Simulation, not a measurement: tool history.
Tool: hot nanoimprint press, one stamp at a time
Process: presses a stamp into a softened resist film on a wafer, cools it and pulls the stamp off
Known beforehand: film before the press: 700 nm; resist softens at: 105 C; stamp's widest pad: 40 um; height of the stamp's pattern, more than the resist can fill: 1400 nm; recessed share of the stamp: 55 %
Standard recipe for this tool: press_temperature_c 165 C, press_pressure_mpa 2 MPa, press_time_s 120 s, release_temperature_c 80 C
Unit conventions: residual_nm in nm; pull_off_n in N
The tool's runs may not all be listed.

| run | hour | press_temperature_c | press_pressure_mpa | press_time_s | release_temperature_c | residual_nm | pull_off_n |
|---|---|---|---|---|---|---|---|
| 1 | 0 | 165 | 2 | 120 | 80 | 245.3 | 165 |
|  | 27.7 | stamp cleaned and given a new release coat |
| 2 | 29 | 165 | 2 | 120 | 80 | 245.4 | 153 |
| 3 | 41.7 | 165 | 2 | 120 | 80 | 244.8 | 152 |
| 4 | 62.8 | 165 | 2 | 120 | 80 | 246.4 | 153 |
| 5 | 75.1 | 165 | 2 | 120 | 80 | 245.3 | 152 |
| 6 | 93 | 165 | 2 | 120 | 80 | 244.1 | 153 |
| 7 | 117.9 | 175 | 1.43 | 120 | 65 | 185.4 | 178 |
| 8 | 133.2 | 162 | 1.21 | 65 | 69 | 433 | 172 |
|  | 137.6 | plate thermocouple calibrated |
| 9 | 160 | 168 | 2 | 120 | 80 | 203.8 | 156 |
| 10 | 183.5 | 168 | 2 | 120 | 80 | 205 | 159 |
| 11 | 198.5 | 165 | 2 | 120 | 70 | 235.6 | 174 |

Each row is a separate what-if for the run after 11, all from the same tool condition, not one after another. Results?
|  | 212.3 | plate thermocouple calibrated, once more |
| A | 216.4 | 159 | 1.89 | 120 | 77 | ? | ? |
|  | 212.3 | plate thermocouple calibrated, once more |
| B | 216.4 | 165 | 2.47 | 65 | 71 | ? | ? |
|  | 212.3 | plate thermocouple calibrated, once more |
| C | 216.4 | 173 | 2.31 | 120 | 80 | ? | ? |

| run | residual_nm | pull_off_n |
|---|---|---|
| A | 352.7 | 166 |
| B | 295.7 | 175 |
| C | 165.1 | 161 |
Had the tool no hidden state, the same runs would have come out as:
| run | residual_nm | pull_off_n |
|---|---|---|
| A | 347.9 | 157 |
| B | 289.6 | 166 |
| C | 161.6 | 153 |

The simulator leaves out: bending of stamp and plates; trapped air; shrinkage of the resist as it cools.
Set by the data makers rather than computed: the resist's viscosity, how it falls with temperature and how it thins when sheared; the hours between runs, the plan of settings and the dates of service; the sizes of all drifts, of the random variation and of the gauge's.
